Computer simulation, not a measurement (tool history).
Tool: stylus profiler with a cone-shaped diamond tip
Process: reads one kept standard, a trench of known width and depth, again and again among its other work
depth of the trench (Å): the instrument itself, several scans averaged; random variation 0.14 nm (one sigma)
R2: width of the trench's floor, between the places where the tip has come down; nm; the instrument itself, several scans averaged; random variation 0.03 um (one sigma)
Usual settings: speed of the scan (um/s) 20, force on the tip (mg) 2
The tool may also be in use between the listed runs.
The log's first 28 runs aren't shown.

Run 29, hour 896.9: usual settings but speed of the scan (um/s) 6, force on the tip (mg) 1.5. Result: depth of the trench (Å) 5066.2, R2 46350 nm.
Run 30, hour 934.5: usual settings but speed of the scan (um/s) 6, force on the tip (mg) 1.5. Result: depth of the trench (Å) 5066.5, R2 46350 nm.
Run 31, hour 971: usual settings but speed of the scan (um/s) 5, force on the tip (mg) 4.52. Result: depth of the trench (Å) 5132.9, R2 46320 nm.
Run 32, hour 992.5: usual settings but force on the tip (mg) 3.76. Result: depth of the trench (Å) 5121.6, R2 46200 nm.
Run 33, hour 1025.6: usual settings but speed of the scan (um/s) 80, force on the tip (mg) 4.87. Result: depth of the trench (Å) 5140, R2 45980 nm.
Run 34, hour 1047.4: usual settings but speed of the scan (um/s) 62, force on the tip (mg) 1.59. Result: depth of the trench (Å) 5070, R2 45860 nm.
Run 35, hour 1086.4: usual settings but speed of the scan (um/s) 8, force on the tip (mg) 1.8. Result: depth of the trench (Å) 5074.9, R2 46250 nm.
Run 36, hour 1106.2: usual settings but speed of the scan (um/s) 8, force on the tip (mg) 1.8. Result: depth of the trench (Å) 5075.9, R2 46210 nm.
Run 37, hour 1147.3: usual settings but speed of the scan (um/s) 8, force on the tip (mg) 1.8. Result: depth of the trench (Å) 5075, R2 46280 nm.
Run 38, hour 1189.8: usual settings but speed of the scan (um/s) 63, force on the tip (mg) 2.61. Result: depth of the trench (Å) 5094.8, R2 45940 nm.
Run 39, hour 1225.2: usual settings but speed of the scan (um/s) 63, force on the tip (mg) 2.61. Result: depth of the trench (Å) 5093.4, R2 45890 nm.

Forecast each of these 5 alternatives for the next run:
Run A, hour 1243.8: usual settings but speed of the scan (um/s) 57, force on the tip (mg) 1.45. Result: depth of the trench (Å) ?, R2 ?.
Run B, hour 1243.8: usual settings but speed of the scan (um/s) 10, force on the tip (mg) 1.98. Result: depth of the trench (Å) ?, R2 ?.
Run C, hour 1243.8: usual settings but speed of the scan (um/s) 16, force on the tip (mg) 2.61. Result: depth of the trench (Å) ?, R2 ?.
Run D, hour 1243.8: usual settings but speed of the scan (um/s) 15, force on the tip (mg) 2.04. Result: depth of the trench (Å) ?, R2 ?.
Run E, hour 1243.8: usual settings but speed of the scan (um/s) 9, force on the tip (mg) 1.46. Result: depth of the trench (Å) ?, R2 ?.

run  depth of the trench (Å)     R2
  A                     5068  45800
  B                   5079.7  46160
  C                   5096.4  46140
  D                   5082.1  46170
  E                   5065.5  46140
Without the tool's hidden state the same runs would have given:
run  depth of the trench (Å)     R2
  A                   5062.8  46550
  B                   5074.4  46920
  C                   5091.1  46890
  D                   5076.9  46920
  E                   5060.3  46890
